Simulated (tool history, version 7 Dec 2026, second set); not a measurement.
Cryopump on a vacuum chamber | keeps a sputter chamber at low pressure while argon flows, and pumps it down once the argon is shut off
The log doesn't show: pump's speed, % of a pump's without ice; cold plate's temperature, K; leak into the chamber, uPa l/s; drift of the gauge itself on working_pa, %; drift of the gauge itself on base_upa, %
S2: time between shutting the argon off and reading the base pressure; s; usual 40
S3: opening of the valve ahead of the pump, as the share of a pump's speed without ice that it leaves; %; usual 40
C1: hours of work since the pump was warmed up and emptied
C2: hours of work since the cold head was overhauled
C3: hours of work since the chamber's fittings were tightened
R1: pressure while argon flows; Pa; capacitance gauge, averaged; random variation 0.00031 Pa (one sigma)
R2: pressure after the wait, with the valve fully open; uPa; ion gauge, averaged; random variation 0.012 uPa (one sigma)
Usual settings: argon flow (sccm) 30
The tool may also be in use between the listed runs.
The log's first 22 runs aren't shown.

Run 23, hour 552.9: usual settings but argon flow (sccm) 34, S2 161 s, S3 53 %; C1 514; C2 514; C3 2472. Result: R1 0.0626 Pa, R2 0.68 uPa.
Run 24, hour 576.9: usual settings but argon flow (sccm) 28, S2 48 s, S3 37 %; C1 534; C2 534; C3 2492. Result: R1 0.072 Pa, R2 1.4 uPa.
Run 25, hour 596.9: usual settings but argon flow (sccm) 28, S2 48 s, S3 37 %; C1 550; C2 550; C3 2508. Result: R1 0.0717 Pa, R2 1.38 uPa.
Run 26, hour 617.6: usual settings but argon flow (sccm) 34, S2 89 s, S3 16 %; C1 567; C2 567; C3 2525. Result: R1 0.1948 Pa, R2 0.94 uPa.
At hour 631.2: leaking fittings of the chamber tightened, without venting.
Run 27, hour 633.8: usual settings but argon flow (sccm) 45, S2 194 s; C1 579; C2 579; C3 2. Result: R1 0.1078 Pa, R2 0.45 uPa.
Run 28, hour 663.2: usual settings but argon flow (sccm) 54, S2 24 s; C1 603; C2 603; C3 26. Result: R1 0.1307 Pa, R2 2.15 uPa.
At hour 687.2: pump warmed up, emptied and cooled again.
Run 29, hour 694.8: usual settings but argon flow (sccm) 54, S2 24 s; C1 6; C2 624; C3 48. Result: R1 0.1204 Pa, R2 2.11 uPa.
Run 30, hour 726.7: usual settings but S2 97 s, S3 35 %; C1 32; C2 651; C3 74. Result: R1 0.0768 Pa, R2 0.66 uPa.
Run 31, hour 749.5: usual settings but S2 57 s, S3 22 %; C1 51; C2 669; C3 93. Result: R1 0.1222 Pa, R2 1.02 uPa.
Run 32, hour 777: usual settings but S2 43 s; C1 74; C2 692; C3 115. Result: R1 0.0673 Pa, R2 1.28 uPa.
Run 33, hour 802.3: usual settings but argon flow (sccm) 16; C1 94; C2 712; C3 136. Result: R1 0.0363 Pa, R2 1.38 uPa.
Run 34, hour 817.6: usual settings but argon flow (sccm) 57, S2 219 s, S3 38 %; C1 107; C2 725; C3 149. Result: R1 0.1357 Pa, R2 0.38 uPa.

3 ways to go on from here, each from the tool as it stands after run 34. What would each give?
Run A, hour 833.7: usual settings but argon flow (sccm) 43, S2 30 s; C1 120; C2 738; C3 162. Result: R1 ?, R2 ?.
Run B, hour 833.7: usual settings but S2 88 s, S3 21 %; C1 120; C2 738; C3 162. Result: R1 ?, R2 ?.
Run C, hour 833.7: usual settings but S2 47 s; C1 120; C2 738; C3 162. Result: R1 ?, R2 ?.

run      R1    R2
  A  0.0976  1.75
  B  0.1277  0.72
  C  0.0673  1.18
Without the tool's hidden state the same runs would have given:
run      R1    R2
  A  0.0959  1.73
  B  0.1265   0.7
  C  0.0661  1.16

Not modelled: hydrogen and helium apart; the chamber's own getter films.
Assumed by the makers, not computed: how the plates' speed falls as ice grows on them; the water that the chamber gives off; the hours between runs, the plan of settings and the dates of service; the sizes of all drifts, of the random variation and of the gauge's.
